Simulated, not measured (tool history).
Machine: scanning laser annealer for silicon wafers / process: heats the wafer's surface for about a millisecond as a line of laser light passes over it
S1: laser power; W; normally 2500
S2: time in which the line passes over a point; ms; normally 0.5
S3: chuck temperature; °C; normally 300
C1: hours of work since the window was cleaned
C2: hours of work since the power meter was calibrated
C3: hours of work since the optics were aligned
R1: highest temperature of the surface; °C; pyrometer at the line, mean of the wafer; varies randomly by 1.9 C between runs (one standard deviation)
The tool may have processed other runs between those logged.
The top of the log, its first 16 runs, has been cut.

Run 17, day 4.579: usual settings but S1 2593 W, S3 282 °C; C1 33; C2 319; C3 1381. Result: R1 1147 °C.
Run 18, day 4.812: usual settings; C1 38; C2 323; C3 1385. Result: R1 1132 °C.
Run 19, day 4.996: usual settings but S3 319 °C; C1 41; C2 326; C3 1388. Result: R1 1148 °C.
Run 20, day 5.4: usual settings but S3 319 °C; C1 48; C2 334; C3 1395. Result: R1 1148 °C.
Run 21, day 5.725: usual settings but S3 319 °C; C1 54; C2 339; C3 1401. Result: R1 1151 °C.
Run 22, day 5.925: usual settings but S1 2702 W, S2 0.427 ms, S3 329 °C; C1 58; C2 343; C3 1405. Result: R1 1160 °C.
Run 23, day 6.308: usual settings but S1 2702 W, S2 0.427 ms, S3 329 °C; C1 64; C2 350; C3 1412. Result: R1 1156 °C.
Run 24, day 6.617: usual settings but S1 2702 W, S2 0.357 ms, S3 325 °C; C1 70; C2 355; C3 1417. Result: R1 1071 °C.
Run 25, day 6.796: usual settings but S3 314 °C; C1 73; C2 359; C3 1420. Result: R1 1144 °C.

What will run 26 give?
Run 26, day 7.1: usual settings but S2 0.466 ms, S3 314 °C; C1 79; C2 364; C3 1426. Result: R1 ?.

{"run 26": {"R1": 1110}}
Minus the tool's unlogged condition, the same run would have read R1 1110 °C.

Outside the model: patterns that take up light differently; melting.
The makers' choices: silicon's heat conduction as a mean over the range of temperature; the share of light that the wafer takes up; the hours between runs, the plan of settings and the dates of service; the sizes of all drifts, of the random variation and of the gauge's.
